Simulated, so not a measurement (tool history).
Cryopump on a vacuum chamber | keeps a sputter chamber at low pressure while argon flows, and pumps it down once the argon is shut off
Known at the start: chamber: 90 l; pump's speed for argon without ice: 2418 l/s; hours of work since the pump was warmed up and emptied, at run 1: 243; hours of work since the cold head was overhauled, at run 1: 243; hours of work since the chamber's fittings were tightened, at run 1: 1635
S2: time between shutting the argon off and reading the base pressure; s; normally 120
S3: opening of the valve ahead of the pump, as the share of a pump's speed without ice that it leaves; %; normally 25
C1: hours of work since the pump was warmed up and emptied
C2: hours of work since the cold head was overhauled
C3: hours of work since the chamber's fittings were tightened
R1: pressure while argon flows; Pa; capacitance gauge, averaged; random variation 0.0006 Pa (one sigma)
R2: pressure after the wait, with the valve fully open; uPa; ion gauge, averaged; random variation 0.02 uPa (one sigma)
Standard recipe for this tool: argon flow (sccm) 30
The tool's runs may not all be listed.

run 1 day=0 | argon_flow_(sccm)=30 S2=120 S3=25 | C1=243 C2=243 C3=1635 | R1=0.0859 R2=0.5
run 2 day=1.004 | argon_flow_(sccm)=30 S2=120 S3=25 | C1=254 C2=254 C3=1646 | R1=0.0854 R2=0.49
run 3 day=1.929 | argon_flow_(sccm)=30 S2=120 S3=25 | C1=264 C2=264 C3=1657 | R1=0.0865 R2=0.49
run 4 day=2.596 | argon_flow_(sccm)=30 S2=120 S3=25 | C1=272 C2=272 C3=1664 | R1=0.0865 R2=0.49
run 5 day=3.758 | argon_flow_(sccm)=30 S2=120 S3=25 | C1=285 C2=285 C3=1677 | R1=0.0877 R2=0.55
run 6 day=5.183 | argon_flow_(sccm)=30 S2=291 S3=25 | C1=301 C2=301 C3=1693 | R1=0.0853 R2=0.43
run 7 day=6.65 | argon_flow_(sccm)=30 S2=291 S3=25 | C1=317 C2=317 C3=1710 | R1=0.0866 R2=0.46
run 8 day=8.029 | argon_flow_(sccm)=30 S2=291 S3=25 | C1=333 C2=333 C3=1725 | R1=0.0868 R2=0.44
run 9 day=9.058 | argon_flow_(sccm)=30 S2=291 S3=25 | C1=344 C2=344 C3=1737 | R1=0.088 R2=0.44
run 10 day=10.375 | argon_flow_(sccm)=30 S2=120 S3=45 | C1=359 C2=359 C3=1751 | R1=0.0502 R2=0.55
run 11 day=11.388 | argon_flow_(sccm)=30 S2=120 S3=45 | C1=370 C2=370 C3=1763 | R1=0.0497 R2=0.55
run 12 day=12.292 | argon_flow_(sccm)=41 S2=120 S3=25 | C1=381 C2=381 C3=1773 | R1=0.1194 R2=0.53
run 13 day=13.35 | argon_flow_(sccm)=41 S2=120 S3=25 | C1=392 C2=392 C3=1785 | R1=0.1193 R2=0.52
run 14 day=14.667 | argon_flow_(sccm)=41 S2=120 S3=25 | C1=407 C2=407 C3=1800 | R1=0.1193 R2=0.51
run 15 day=15.35 | argon_flow_(sccm)=30 S2=120 S3=60 | C1=415 C2=415 C3=1807 | R1=0.0377 R2=0.58
run 16 day=16.946 | argon_flow_(sccm)=30 S2=120 S3=19 | C1=433 C2=433 C3=1825 | R1=0.1151 R2=0.52
run 17 day=17.996 | argon_flow_(sccm)=30 S2=120 S3=19 | C1=445 C2=445 C3=1837 | R1=0.1138 R2=0.51
run 18 day=18.883 | argon_flow_(sccm)=34 S2=261 S3=60 | C1=455 C2=455 C3=1847 | R1=0.0434 R2=0.48
run 19 day=20.304 | argon_flow_(sccm)=13 S2=114 S3=25 | C1=470 C2=470 C3=1863 | R1=0.0378 R2=0.55
run 20 day=21.612 | argon_flow_(sccm)=31 S2=78 S3=18 | C1=485 C2=485 C3=1877 | R1=0.1253 R2=0.62
run 21 day=22.979 | argon_flow_(sccm)=31 S2=78 S3=32 | C1=500 C2=500 C3=1893 | R1=0.0727 R2=0.59
run 22 day=23.921 | argon_flow_(sccm)=17 S2=105 S3=25 | C1=511 C2=511 C3=1903 | R1=0.05 R2=0.57
run 23 day=24.896 | argon_flow_(sccm)=17 S2=105 S3=25 | C1=522 C2=522 C3=1914 | R1=0.0502 R2=0.6

Run 24, settings as shown, results not yet in. Your forecast:
run 24 day=25.725 | argon_flow_(sccm)=16 S2=249 S3=28 | C1=531 C2=531 C3=1924 | R1=? R2=?

{"run 24": {"R1": 0.0412, "R2": 0.44}}
If the tool had no hidden condition, the same run with the same run-to-run variation would have returned R1 0.0388 Pa, R2 0.12 uPa.
